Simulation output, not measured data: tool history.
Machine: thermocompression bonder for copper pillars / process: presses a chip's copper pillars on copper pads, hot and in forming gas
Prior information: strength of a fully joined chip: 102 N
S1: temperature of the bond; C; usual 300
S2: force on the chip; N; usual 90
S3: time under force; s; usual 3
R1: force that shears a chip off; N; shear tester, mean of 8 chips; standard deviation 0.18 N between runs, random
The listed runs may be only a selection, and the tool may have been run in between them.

run,day,S1,S2,S3,R1
1,0.000,300,90,3,65.1
2,0.500,300,90,3,65.4
3,1.083,300,90,3,65.4
4,1.717,300,90,3,64.9
5,2.117,327,90,3,79.3
6,3.079,311,90,3,71.2
7,3.921,300,90,3,65.1
8,4.858,300,90,3,64.8
9,5.408,300,120,3,71.8
10,6.021,300,90,8,82.1
11,6.783,300,90,8,81.7
12,7.475,300,90,7,79.3
13,8.104,300,90,7,79.2
14,8.754,300,90,3,64.4
15,9.492,300,90,3,64.6
16,10.458,300,54,3,52.3
17,11.112,300,54,3,52.6
18,11.767,300,90,4,69.7
19,12.262,300,90,4,69.2
# day 12.412: heater calibrated with a thermocouple chip
20,12.846,300,90,4,69.7
21,13.642,325,75,7,85.6
# day 14.046: forming gas filter changed
22,14.346,276,90,3,52.8
23,15.142,299,61,7,72.3
24,15.854,300,60,8,74.9
25,16.475,300,114,2,64.3
26,16.938,300,114,2,64.6
27,17.825,329,114,2,79.7
# day 18.158: heater calibrated with a thermocouple chip, once more
28,18.325,272,114,4,57.9
29,18.996,272,114,4,58.1
30,19.642,272,114,4,58.1
31,20.542,275,94,2,43.3
32,20.983,288,90,3,56.8
33,21.671,272,90,3,47.3
34,22.608,286,58,3,45.9
35,23.475,299,66,3,55.6
36,24.171,319,66,2,59.1
37,24.804,319,66,2,59.1
38,25.254,300,70,2,50.3

Difference, measured minus no-hidden-state, one row per run. Run-to-run variation is common to both terms; the gauge's own scatter need not be:
Hidden conditions of the tool in this case: true temperature of the bond over the reading, C; force that reaches the chip, % of what is set; oxide that the forming gas leaves, % of the face; drift of the gauge itself on shear_n, %.
run,R1
1,-0.7
2,-0.8
3,-0.8
4,-0.9
5,-1.1
6,-1.1
7,-1.0
8,-1.1
9,-1.4
10,-1.6
11,-1.6
12,-1.7
13,-1.8
14,-1.5
15,-1.6
16,-1.4
17,-1.5
18,-2.0
19,-2.0
20,-1.5
21,-2.6
22,+0.9
23,+0.6
24,+0.4
25,+0.5
26,+0.5
27,-0.1
28,-1.9
29,-1.9
30,-2.0
31,-1.7
32,-2.1
33,-1.8
34,-1.9
35,-2.3
36,-2.4
37,-2.5
38,-2.2

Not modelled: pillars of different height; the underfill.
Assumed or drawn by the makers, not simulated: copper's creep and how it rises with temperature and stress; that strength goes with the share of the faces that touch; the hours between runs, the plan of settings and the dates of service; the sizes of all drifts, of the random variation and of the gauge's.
